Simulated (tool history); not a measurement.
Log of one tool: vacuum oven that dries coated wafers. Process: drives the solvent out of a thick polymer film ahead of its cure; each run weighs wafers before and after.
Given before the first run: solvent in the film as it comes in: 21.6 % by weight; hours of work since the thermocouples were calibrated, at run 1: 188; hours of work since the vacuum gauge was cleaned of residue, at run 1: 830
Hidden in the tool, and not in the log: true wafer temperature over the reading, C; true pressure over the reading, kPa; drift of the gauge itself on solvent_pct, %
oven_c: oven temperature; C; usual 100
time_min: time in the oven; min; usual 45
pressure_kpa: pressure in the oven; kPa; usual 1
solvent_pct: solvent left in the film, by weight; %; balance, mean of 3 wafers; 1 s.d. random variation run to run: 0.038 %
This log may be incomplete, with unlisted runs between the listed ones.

run   hour  oven_c  time_min  pressure_kpa  hours of work since the thermocouples were calibrated  hours of work since the vacuum gauge was cleaned of residue  solvent_pct
  1      0     100        45             1                                                    188                                                          830         3.27
  2   15.4     100        45             1                                                    200                                                          843         3.24
  3   28.9     100        45             1                                                    211                                                          853         3.29
  4   52.3     100        45             1                                                    230                                                          872         3.26
  5   63.9     100        45             1                                                    239                                                          881         3.26
  6   88.9     100        45             1                                                    259                                                          901         3.32
  7  102.2     100        45             1                                                    270                                                          912         3.28
  8    118     100        45             1                                                    282                                                          924          3.2
  9    137     100        45             1                                                    297                                                          939         3.22
 10  159.6     100        45             1                                                    315                                                          958         3.23
 11  180.6     100        45             1                                                    332                                                          974          3.3
 12  193.1     100        45             1                                                    342                                                          984         3.25
 13  207.3     100        45             1                                                    353                                                          995         3.19
 14  224.8     100        45             1                                                    367                                                         1009         3.29
 15  249.7     100        45             1                                                    387                                                         1029         3.31
 16  272.4     100        45             1                                                    405                                                         1047         3.23
 17  295.4      94        45             1                                                    423                                                         1066         4.69
 18  319.9     100        23             1                                                    443                                                         1085          7.3
 19  338.2     100        23             1                                                    458                                                         1100         7.35
 20    360     100        23             1                                                    475                                                         1117         7.21
 21  373.5     101        39          1.57                                                    486                                                         1128         3.92
 22  399.8     101        39          1.57                                                    507                                                         1149         3.91
 23  414.8     103        36             1                                                    519                                                         1161         3.82
 24  437.8     103        36             1                                                    537                                                         1179         3.77
 25  462.3      89        39             1                                                    556                                                         1199         6.78
 26  478.5      89        39             1                                                    569                                                         1211         6.82
 27  504.9      89        58             1                                                    590                                                         1232         4.35
 28  530.3      89        22          2.22                                                    611                                                         1253        10.48
 29  549.4      89        22          2.22                                                    626                                                         1268        10.44
 30  570.1     101        61          1.65                                                    642                                                         1284         1.83

3 options for the next run, each taken on its own from the tool as it stands now. Forecast them:
  A  586.2     100        45          2.32                                                    655                                                         1297            ?
  B  586.2     100        45          3.64                                                    655                                                         1297            ?
  C  586.2     103        29             1                                                    655                                                         1297            ?

run  solvent_pct
  A         3.54
  B         3.81
  C         5.17
Without the tool's hidden state the same runs would have given:
run  solvent_pct
  A         3.54
  B         3.81
  C         5.18
